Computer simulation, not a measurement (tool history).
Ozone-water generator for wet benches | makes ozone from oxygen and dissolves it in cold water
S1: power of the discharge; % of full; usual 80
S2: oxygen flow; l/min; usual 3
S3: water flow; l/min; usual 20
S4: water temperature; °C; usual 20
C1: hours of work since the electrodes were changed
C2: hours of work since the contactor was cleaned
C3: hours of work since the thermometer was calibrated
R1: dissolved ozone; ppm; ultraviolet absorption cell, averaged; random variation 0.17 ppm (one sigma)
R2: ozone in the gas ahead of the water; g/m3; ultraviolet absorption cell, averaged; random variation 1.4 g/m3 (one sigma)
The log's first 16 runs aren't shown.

Run 17, hour 2152.4: usual settings; C1 2364; C2 3172; C3 4236. Result: R1 23 ppm, R2 265 g/m3.
Run 18, hour 2351.1: usual settings but S1 51 % of full, S2 3.96 l/min; C1 2561; C2 3369; C3 4433. Result: R1 17 ppm, R2 164 g/m3.
Run 19, hour 2546.1: usual settings but S2 2.27 l/min, S3 14 l/min, S4 15 °C; C1 2754; C2 3563; C3 4627. Result: R1 32.8 ppm, R2 314.7 g/m3.
Run 20, hour 2640.6: usual settings but S2 2.27 l/min, S3 14 l/min, S4 15 °C; C1 2848; C2 3656; C3 4720. Result: R1 32.4 ppm, R2 314.9 g/m3.
Run 21, hour 2798.5: usual settings but S1 44 % of full, S2 1.56 l/min, S3 31 l/min, S4 16 °C; C1 3004; C2 3813; C3 4877. Result: R1 8.7 ppm, R2 259.1 g/m3.
Run 22, hour 2988.2: usual settings but S1 44 % of full, S2 1.56 l/min, S3 31 l/min, S4 16 °C; C1 3192; C2 4001; C3 5065. Result: R1 8.5 ppm, R2 255.7 g/m3.
Run 23, hour 3088.7: usual settings but S1 44 % of full, S2 1.56 l/min, S3 31 l/min, S4 12 °C; C1 3292; C2 4101; C3 5165. Result: R1 8.8 ppm, R2 255.5 g/m3.
At hour 3144.6: contactor cleaned.
Run 24, hour 3194.7: usual settings but S1 83 % of full, S2 1.62 l/min, S3 16 l/min, S4 18 °C; C1 3393; C2 50; C3 5266. Result: R1 27.3 ppm, R2 391.8 g/m3.
Run 25, hour 3343: usual settings but S1 83 % of full, S2 1.62 l/min, S3 16 l/min, S4 18 °C; C1 3540; C2 197; C3 5413. Result: R1 27.4 ppm, R2 391.8 g/m3.
Run 26, hour 3489.6: usual settings but S1 41 % of full; C1 3686; C2 342; C3 5558. Result: R1 14.4 ppm, R2 166.6 g/m3.
At hour 3659.1: water thermometer calibrated.
Run 27, hour 3690.8: usual settings but S3 16 l/min, S4 24 °C; C1 3885; C2 541; C3 31. Result: R1 26.1 ppm, R2 263.1 g/m3.
Run 28, hour 3829.2: usual settings but S3 16 l/min, S4 24 °C; C1 4022; C2 678; C3 169. Result: R1 26.8 ppm, R2 262.5 g/m3.
Run 29, hour 4017.9: usual settings but S3 21 l/min, S4 26 °C; C1 4209; C2 866; C3 356. Result: R1 20.6 ppm, R2 262.3 g/m3.
Run 30, hour 4142.7: usual settings but S4 24 °C; C1 4333; C2 989; C3 480. Result: R1 21.7 ppm, R2 262.8 g/m3.
Run 31, hour 4250.7: usual settings but S4 24 °C; C1 4440; C2 1096; C3 587. Result: R1 22.2 ppm, R2 264.4 g/m3.
Run 32, hour 4349.3: usual settings but S1 48 % of full; C1 4538; C2 1194; C3 684. Result: R1 16 ppm, R2 182 g/m3.
Run 33, hour 4494.5: usual settings but S1 48 % of full, S2 2.04 l/min, S3 31 l/min, S4 19 °C; C1 4682; C2 1338; C3 828. Result: R1 9.4 ppm, R2 229.3 g/m3.

3 ways to go on from here, each from the tool as it stands after run 33. What would each give?
Run A, hour 4592.9: usual settings but S1 91 % of full, S2 4.95 l/min, S3 13 l/min, S4 19 °C; C1 4779; C2 1436; C3 926. Result: R1 ?, R2 ?.
Run B, hour 4592.9: usual settings but S3 14 l/min, S4 14 °C; C1 4779; C2 1436; C3 926. Result: R1 ?, R2 ?.
Run C, hour 4592.9: usual settings but S1 48 % of full, S2 1.9 l/min, S3 21 l/min, S4 27 °C; C1 4779; C2 1436; C3 926. Result: R1 ?, R2 ?.

run    R1     R2
  A  34.8  211.9
  B  33.2  263.6
  C  13.6  240.3
Without the tool's hidden state the same runs would have given:
run    R1     R2
  A  34.8  217.7
  B  33.2  270.7
  C  13.6  246.7
